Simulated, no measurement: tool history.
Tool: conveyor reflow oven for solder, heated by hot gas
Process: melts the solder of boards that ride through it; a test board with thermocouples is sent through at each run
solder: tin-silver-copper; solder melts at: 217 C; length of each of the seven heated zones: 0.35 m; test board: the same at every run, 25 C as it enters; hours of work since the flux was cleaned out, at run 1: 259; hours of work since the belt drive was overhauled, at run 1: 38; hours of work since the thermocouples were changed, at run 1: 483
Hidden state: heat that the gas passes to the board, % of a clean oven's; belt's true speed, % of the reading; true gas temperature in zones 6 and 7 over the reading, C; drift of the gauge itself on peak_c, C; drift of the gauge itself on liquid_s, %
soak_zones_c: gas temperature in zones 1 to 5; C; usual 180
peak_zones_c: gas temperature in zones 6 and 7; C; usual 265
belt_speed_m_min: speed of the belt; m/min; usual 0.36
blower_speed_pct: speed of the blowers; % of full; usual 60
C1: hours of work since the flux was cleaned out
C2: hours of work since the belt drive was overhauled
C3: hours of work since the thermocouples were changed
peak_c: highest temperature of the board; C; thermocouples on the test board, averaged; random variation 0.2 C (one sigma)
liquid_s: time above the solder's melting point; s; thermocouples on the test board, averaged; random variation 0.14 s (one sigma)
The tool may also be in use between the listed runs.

Run 1, hour 0: usual settings; C1 259; C2 38; C3 483. Result: peak_c 251.4 C, liquid_s 91.3 s.
Run 2, hour 7.7: usual settings; C1 263; C2 42; C3 488. Result: peak_c 251.4 C, liquid_s 91.6 s.
Run 3, hour 13.1: usual settings; C1 267; C2 45; C3 491. Result: peak_c 251.2 C, liquid_s 91.6 s.
Run 4, hour 21.7: usual settings; C1 272; C2 51; C3 496. Result: peak_c 251.5 C, liquid_s 91.6 s.
Run 5, hour 30.3: usual settings; C1 277; C2 56; C3 501. Result: peak_c 251.3 C, liquid_s 91.3 s.
Run 6, hour 35.4: usual settings; C1 280; C2 59; C3 504. Result: peak_c 251.3 C, liquid_s 91.4 s.
Run 7, hour 42.1: usual settings; C1 284; C2 63; C3 508. Result: peak_c 251.6 C, liquid_s 91.4 s.
Run 8, hour 48.8: usual settings; C1 288; C2 67; C3 512. Result: peak_c 251.1 C, liquid_s 91.5 s.
Run 9, hour 55: usual settings but peak_zones_c 262 C; C1 292; C2 70; C3 516. Result: peak_c 248.1 C, liquid_s 88.5 s.
Run 10, hour 62.8: usual settings; C1 296; C2 75; C3 520. Result: peak_c 251.3 C, liquid_s 91.3 s.
At hour 71.9: flux residue cleaned out of gas plates and filters.
Run 11, hour 75.2: usual settings; C1 2; C2 79; C3 525. Result: peak_c 252.2 C, liquid_s 92.9 s.
Run 12, hour 84.7: usual settings; C1 8; C2 85; C3 531. Result: peak_c 252.1 C, liquid_s 92.8 s.
Run 13, hour 94.2: usual settings; C1 13; C2 91; C3 536. Result: peak_c 252 C, liquid_s 92.9 s.
Run 14, hour 99.1: usual settings; C1 16; C2 94; C3 539. Result: peak_c 251.8 C, liquid_s 92.8 s.
Run 15, hour 107.8: usual settings; C1 21; C2 99; C3 544. Result: peak_c 252 C, liquid_s 92.8 s.
Run 16, hour 113.3: usual settings; C1 25; C2 102; C3 548. Result: peak_c 252 C, liquid_s 92.6 s.
Run 17, hour 119.2: usual settings but soak_zones_c 195 C, peak_zones_c 260 C; C1 28; C2 106; C3 551. Result: peak_c 249.5 C, liquid_s 101.2 s.
Run 18, hour 124.8: usual settings but soak_zones_c 175 C, peak_zones_c 260 C, belt_speed_m_min 0.3 m/min; C1 31; C2 109; C3 554. Result: peak_c 250.4 C, liquid_s 109.3 s.
Run 19, hour 133.7: usual settings but peak_zones_c 278 C, belt_speed_m_min 0.416 m/min; C1 37; C2 114; C3 560. Result: peak_c 259.5 C, liquid_s 84.7 s.
Run 20, hour 138.4: usual settings but peak_zones_c 278 C, belt_speed_m_min 0.416 m/min; C1 40; C2 117; C3 562. Result: peak_c 259.6 C, liquid_s 84.8 s.
Run 21, hour 142.6: usual settings but peak_zones_c 271 C, belt_speed_m_min 0.416 m/min, blower_speed_pct 57 % of full; C1 42; C2 120; C3 565. Result: peak_c 253 C, liquid_s 79.2 s.
Run 22, hour 148.1: usual settings but peak_zones_c 271 C, belt_speed_m_min 0.416 m/min, blower_speed_pct 57 % of full; C1 45; C2 123; C3 568. Result: peak_c 253.1 C, liquid_s 79 s.
Run 23, hour 154.4: usual settings but peak_zones_c 271 C, belt_speed_m_min 0.416 m/min, blower_speed_pct 72 % of full; C1 49; C2 127; C3 572. Result: peak_c 255.1 C, liquid_s 81.7 s.
Run 24, hour 159.1: usual settings but soak_zones_c 187 C, peak_zones_c 269 C, belt_speed_m_min 0.336 m/min, blower_speed_pct 56 % of full; C1 52; C2 129; C3 575. Result: peak_c 257.5 C, liquid_s 109.9 s.
Run 25, hour 163.5: usual settings but soak_zones_c 165 C, peak_zones_c 255 C, belt_speed_m_min 0.312 m/min, blower_speed_pct 62 % of full; C1 55; C2 132; C3 577. Result: peak_c 244.2 C, liquid_s 90.8 s.
Run 26, hour 167.5: usual settings but soak_zones_c 175 C, peak_zones_c 263 C, belt_speed_m_min 0.309 m/min, blower_speed_pct 64 % of full; C1 57; C2 134; C3 580. Result: peak_c 253.2 C, liquid_s 108.8 s.
Run 27, hour 171.9: usual settings but soak_zones_c 173 C, peak_zones_c 276 C, belt_speed_m_min 0.385 m/min, blower_speed_pct 79 % of full; C1 60; C2 137; C3 582. Result: peak_c 261.6 C, liquid_s 90.9 s.
Run 28, hour 176.1: usual settings but soak_zones_c 173 C, peak_zones_c 276 C, belt_speed_m_min 0.385 m/min, blower_speed_pct 79 % of full; C1 62; C2 140; C3 585. Result: peak_c 261.6 C, liquid_s 91 s.
Run 29, hour 185.7: usual settings but soak_zones_c 183 C, peak_zones_c 272 C, blower_speed_pct 71 % of full; C1 68; C2 145; C3 591. Result: peak_c 260 C, liquid_s 101.7 s.

5 ways to go on from here, each from the tool as it stands after run 29. What would each give?
Run A, hour 192.8: usual settings but soak_zones_c 183 C, peak_zones_c 254 C, blower_speed_pct 56 % of full; C1 72; C2 150; C3 595. Result: peak_c ?, liquid_s ?.
Run B, hour 192.8: usual settings but soak_zones_c 166 C, peak_zones_c 272 C, blower_speed_pct 79 % of full; C1 72; C2 150; C3 595. Result: peak_c ?, liquid_s ?.
Run C, hour 192.8: usual settings but soak_zones_c 192 C, peak_zones_c 272 C, belt_speed_m_min 0.342 m/min, blower_speed_pct 88 % of full; C1 72; C2 150; C3 595. Result: peak_c ?, liquid_s ?.
Run D, hour 192.8: usual settings but soak_zones_c 171 C, peak_zones_c 272 C, blower_speed_pct 90 % of full; C1 72; C2 150; C3 595. Result: peak_c ?, liquid_s ?.
Run E, hour 192.8: usual settings but soak_zones_c 167 C, peak_zones_c 274 C, blower_speed_pct 58 % of full; C1 72; C2 150; C3 595. Result: peak_c ?, liquid_s ?.

run  peak_c  liquid_s
  A     242      82.4
  B   258.7      92.3
  C   263.3     115.6
  D   259.9      96.2
  E   257.8      90.9
Without the tool's hidden state the same runs would have given:
run  peak_c  liquid_s
  A   244.6      85.6
  B   261.5      94.3
  C     266     116.8
  D   262.7      98.1
  E   260.6      93.1
